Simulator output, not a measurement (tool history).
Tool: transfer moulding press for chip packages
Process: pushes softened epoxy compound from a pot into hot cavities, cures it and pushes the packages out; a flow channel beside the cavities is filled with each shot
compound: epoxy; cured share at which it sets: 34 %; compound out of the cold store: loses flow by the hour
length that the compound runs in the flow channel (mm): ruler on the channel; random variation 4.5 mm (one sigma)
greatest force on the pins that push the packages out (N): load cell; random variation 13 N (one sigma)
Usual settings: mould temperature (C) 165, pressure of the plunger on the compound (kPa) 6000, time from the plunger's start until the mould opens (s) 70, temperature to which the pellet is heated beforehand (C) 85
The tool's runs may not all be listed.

| run | hour | mould temperature (C) | pressure of the plunger on the compound (kPa) | time from the plunger's start until the mould opens (s) | temperature to which the pellet is heated beforehand (C) | incoming compound's hours out of the cold store | length that the compound runs in the flow channel (mm) | greatest force on the pins that push the packages out (N) |
|---|---|---|---|---|---|---|---|---|
| 1 | 0.0 | 165 | 6000 | 70 | 85 | 43.4 | 676 | 644 |
| 2 | 19.5 | 165 | 6000 | 70 | 85 | 13.9 | 777 | 957 |
| 3 | 33.6 | 165 | 6000 | 70 | 85 | 43.8 | 665 | 944 |
|  | 37.0 | cavities cleaned with cleaning compound and waxed |
|  | 55.7 | mould's thermocouples calibrated |
| 4 | 55.8 | 165 | 6000 | 70 | 85 | 38.5 | 682 | 1118 |
| 5 | 69.3 | 165 | 6000 | 70 | 85 | 21.6 | 747 | 1155 |
|  | 76.0 | cavities cleaned with cleaning compound and waxed |
| 6 | 86.5 | 165 | 6000 | 70 | 85 | 43.4 | 669 | 758 |
| 7 | 100.4 | 171 | 6000 | 108 | 85 | 47.5 | 649 | 575 |
|  | 113.0 | cavities cleaned with cleaning compound and waxed |
| 8 | 115.1 | 171 | 6000 | 108 | 85 | 28.8 | 705 | 419 |
|  | 119.5 | cavities cleaned with cleaning compound and waxed, once more |
| 9 | 133.4 | 165 | 4950 | 70 | 85 | 18.0 | 681 | 825 |
| 10 | 142.8 | 165 | 4970 | 76 | 85 | 9.4 | 707 | 820 |
|  | 157.8 | cavities cleaned with cleaning compound and waxed |
| 11 | 164.2 | 160 | 6200 | 88 | 91 | 17.3 | 763 | 574 |
| 12 | 177.7 | 160 | 7480 | 99 | 91 | 19.2 | 833 | 625 |

The same runs without the tool's hidden state, with the same run-to-run variation:
The hidden state here: true mould temperature over the reading, C; pressure that reaches the compound, % of what is set; grip of the stained cavities, % over clean ones'; drift of the gauge itself on flow_mm, %; drift of the gauge itself on push_out_n, %.
| run | length that the compound runs in the flow channel (mm) | greatest force on the pins that push the packages out (N) |
|---|---|---|
| 1 | 698 | 618 |
| 2 | 804 | 664 |
| 3 | 691 | 592 |
| 4 | 712 | 617 |
| 5 | 781 | 645 |
| 6 | 701 | 618 |
| 7 | 682 | 396 |
| 8 | 743 | 396 |
| 9 | 719 | 634 |
| 10 | 748 | 570 |
| 11 | 810 | 493 |
| 12 | 887 | 448 |
